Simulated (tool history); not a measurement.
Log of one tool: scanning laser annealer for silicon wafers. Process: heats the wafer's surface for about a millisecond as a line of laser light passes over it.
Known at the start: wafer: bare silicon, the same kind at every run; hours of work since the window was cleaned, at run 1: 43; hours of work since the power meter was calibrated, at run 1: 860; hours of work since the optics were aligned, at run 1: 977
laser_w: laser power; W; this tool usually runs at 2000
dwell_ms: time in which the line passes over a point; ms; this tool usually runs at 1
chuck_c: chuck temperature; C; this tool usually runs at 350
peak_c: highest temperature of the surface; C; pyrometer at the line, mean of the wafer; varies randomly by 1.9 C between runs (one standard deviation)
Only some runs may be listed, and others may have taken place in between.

run,day,laser_w,dwell_ms,chuck_c,hours of work since the window was cleaned,hours of work since the power meter was calibrated,hours of work since the optics were aligned,peak_c
1,0,2000,1,350,43,860,977,1155
2,2.392,2000,1.1,350,82,899,1016,1188
3,3.488,2000,1.07,350,100,917,1034,1177
4,5.038,2000,1,350,125,942,1059,1146
5,6.704,2000,1,350,153,969,1086,1142
6,7.892,2000,1,350,172,988,1106,1141
7,9.262,2000,0.96,350,194,1011,1128,1127
# day 10.554: optics aligned, line set to its width
8,10.867,2000,0.96,350,217,1033,5,1123
9,13.096,2000,0.96,350,253,1070,41,1116
10,14.617,2000,0.96,350,278,1095,66,1117
11,16.958,2000,0.96,353,316,1133,104,1116
12,18.567,2000,0.96,337,343,1159,131,1097
13,20.996,2148,0.96,342,382,1199,170,1175
# day 23.475: optics aligned, line set to its width, once more
14,23.508,1936,0.96,328,420,1236,1,1083
15,24.708,1855,0.96,371,439,1256,20,1088
16,26.129,1778,0.96,350,462,1279,43,1022
17,28.258,1713,1,354,497,1314,78,1007
18,30.388,1713,1,354,532,1348,113,1003
19,32.275,1713,1,354,563,1379,143,995
20,33.933,1802,0.73,356,590,1406,170,948
21,36.088,1802,0.73,356,625,1441,206,948
22,37.7,2154,0.8,342,651,1467,232,1124
23,39.054,1728,0.86,350,673,1490,254,952
# day 39.85: window over the wafer cleaned
24,40.833,1728,0.86,350,16,1517,282,984

For each run, the measured value with the value that run would have given without the tool's hidden condition subtracted. The run-to-run variation is shared by both, the gauge scatter possibly not:
Hidden state at play: light that passes the window, % of a clean one's; laser's true power over the reading, %; width of the line over the set one, %; drift of the gauge itself on peak_c, C.
run,peak_c
1,-35
2,-39
3,-41
4,-41
5,-44
6,-45
7,-46
8,-52
9,-54
10,-57
11,-59
12,-61
13,-71
14,-33
15,-33
16,-34
17,-35
18,-37
19,-39
20,-38
21,-41
22,-55
23,-44
24,-14
